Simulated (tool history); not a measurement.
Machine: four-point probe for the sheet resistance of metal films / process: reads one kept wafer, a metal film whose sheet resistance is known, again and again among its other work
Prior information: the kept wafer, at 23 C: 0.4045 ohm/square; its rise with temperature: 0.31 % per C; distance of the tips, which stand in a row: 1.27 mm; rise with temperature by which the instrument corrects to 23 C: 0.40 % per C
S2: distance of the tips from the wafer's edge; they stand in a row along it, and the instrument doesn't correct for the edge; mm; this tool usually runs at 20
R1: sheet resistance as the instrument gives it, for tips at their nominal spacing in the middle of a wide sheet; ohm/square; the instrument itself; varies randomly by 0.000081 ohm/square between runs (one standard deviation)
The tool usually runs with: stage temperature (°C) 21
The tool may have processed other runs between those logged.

Run 1, hour 0: usual settings. Result: R1 0.406082 ohm/square.
Run 2, hour 51.9: usual settings. Result: R1 0.406027 ohm/square.
Run 3, hour 133.2: usual settings but stage temperature (°C) 26. Result: R1 0.404346 ohm/square.
Run 4, hour 187: usual settings but stage temperature (°C) 26. Result: R1 0.404421 ohm/square.
Run 5, hour 268.8: usual settings. Result: R1 0.4061 ohm/square.
Run 6, hour 343.4: usual settings. Result: R1 0.40603 ohm/square.
Run 7, hour 429.1: usual settings but S2 12 mm. Result: R1 0.407587 ohm/square.
Run 8, hour 489.2: usual settings but S2 12 mm. Result: R1 0.407654 ohm/square.
Run 9, hour 593.9: usual settings but stage temperature (°C) 30, S2 12 mm. Result: R1 0.404834 ohm/square.
Run 10, hour 639.8: usual settings but stage temperature (°C) 30, S2 62 mm. Result: R1 0.402475 ohm/square.
Run 11, hour 708.1: usual settings but stage temperature (°C) 30. Result: R1 0.403294 ohm/square.
Run 12, hour 776.2: usual settings but stage temperature (°C) 30. Result: R1 0.403271 ohm/square.
Run 13, hour 853.3: usual settings but stage temperature (°C) 30. Result: R1 0.40334 ohm/square.
Run 14, hour 918: usual settings but stage temperature (°C) 30. Result: R1 0.403345 ohm/square.
Run 15, hour 1020.8: usual settings but stage temperature (°C) 30. Result: R1 0.403377 ohm/square.
Run 16, hour 1083.7: usual settings but stage temperature (°C) 25. Result: R1 0.404827 ohm/square.
Run 17, hour 1138.9: usual settings but stage temperature (°C) 25. Result: R1 0.404844 ohm/square.
At hour 1145.6: stage's thermometer calibrated.
Run 18, hour 1199: usual settings. Result: R1 0.406191 ohm/square.
Run 19, hour 1267.8: usual settings. Result: R1 0.406255 ohm/square.
Run 20, hour 1350.1: usual settings but stage temperature (°C) 25, S2 19 mm. Result: R1 0.404953 ohm/square.
Run 21, hour 1456.6: usual settings but stage temperature (°C) 25, S2 25 mm. Result: R1 0.404438 ohm/square.
Run 22, hour 1557.1: usual settings but stage temperature (°C) 27, S2 34 mm. Result: R1 0.403494 ohm/square.
Run 23, hour 1654.7: usual settings but stage temperature (°C) 27, S2 34 mm. Result: R1 0.403641 ohm/square.
Run 24, hour 1748.4: usual settings but S2 61 mm. Result: R1 0.405391 ohm/square.
At hour 1777.2: stage's thermometer calibrated, once more.
Run 25, hour 1842: usual settings but stage temperature (°C) 26. Result: R1 0.405425 ohm/square.
Run 26, hour 1943.5: usual settings but stage temperature (°C) 23, S2 12 mm. Result: R1 0.407855 ohm/square.
Run 27, hour 2026.8: usual settings but stage temperature (°C) 26, S2 23 mm. Result: R1 0.405088 ohm/square.
Run 28, hour 2106.3: usual settings but stage temperature (°C) 23, S2 10 mm. Result: R1 0.409074 ohm/square.
Run 29, hour 2168.9: usual settings but stage temperature (°C) 23, S2 10 mm. Result: R1 0.408924 ohm/square.
Run 30, hour 2241.8: usual settings but stage temperature (°C) 28, S2 18 mm. Result: R1 0.405119 ohm/square.
Run 31, hour 2319.7: usual settings but stage temperature (°C) 28, S2 18 mm. Result: R1 0.405021 ohm/square.
Run 32, hour 2414.2: usual settings but stage temperature (°C) 26, S2 4 mm. Result: R1 0.425244 ohm/square.
Run 33, hour 2487.5: usual settings. Result: R1 0.407264 ohm/square.
Run 34, hour 2536.9: usual settings but stage temperature (°C) 26, S2 5 mm. Result: R1 0.418204 ohm/square.
Run 35, hour 2622.9: usual settings but stage temperature (°C) 33, S2 50 mm. Result: R1 0.402412 ohm/square.
Run 36, hour 2701.4: usual settings but stage temperature (°C) 19. Result: R1 0.408001 ohm/square.
Run 37, hour 2794.9: usual settings but stage temperature (°C) 24, S2 67 mm. Result: R1 0.405375 ohm/square.
Run 38, hour 2891.4: usual settings but stage temperature (°C) 25, S2 4 mm. Result: R1 0.425768 ohm/square.

Selected run-to-run steps in R1, each split into two signed amounts: the part the tool would show with no hidden state at all (from settings, incoming material and random variation), and the remainder, which goes to the hidden state together with any gauge scatter not common to the measured and the hidden-state-free results:
The hidden state here: inner tips' distance over the nominal, %; tips' flats over new ones', %; wafer's true temperature over the reading, C; drift of the gauge itself on sheet_ohm, %.
Run 17 -> 18: stage temperature (°C) 25 -> 21, stage's thermometer calibrated. R1 +0.001347 ohm/square: hidden state -0.000154, all else +0.001501.
Run 24 -> 25: stage temperature (°C) 21 -> 26, S2 61 -> 20, stage's thermometer calibrated, once more. R1 +0.000034 ohm/square: hidden state +0.000741, all else -0.000707.
Run 31 -> 32: stage temperature (°C) 28 -> 26, S2 18 -> 4. R1 +0.020223 ohm/square: hidden state +0.000062, all else +0.020161.
Run 32 -> 33: stage temperature (°C) 26 -> 21, S2 4 -> 20. R1 -0.01798 ohm/square: hidden state -0.000027, all else -0.017953.
Run 37 -> 38: stage temperature (°C) 24 -> 25, S2 67 -> 4. R1 +0.020393 ohm/square: hidden state +0.000067, all else +0.020326.
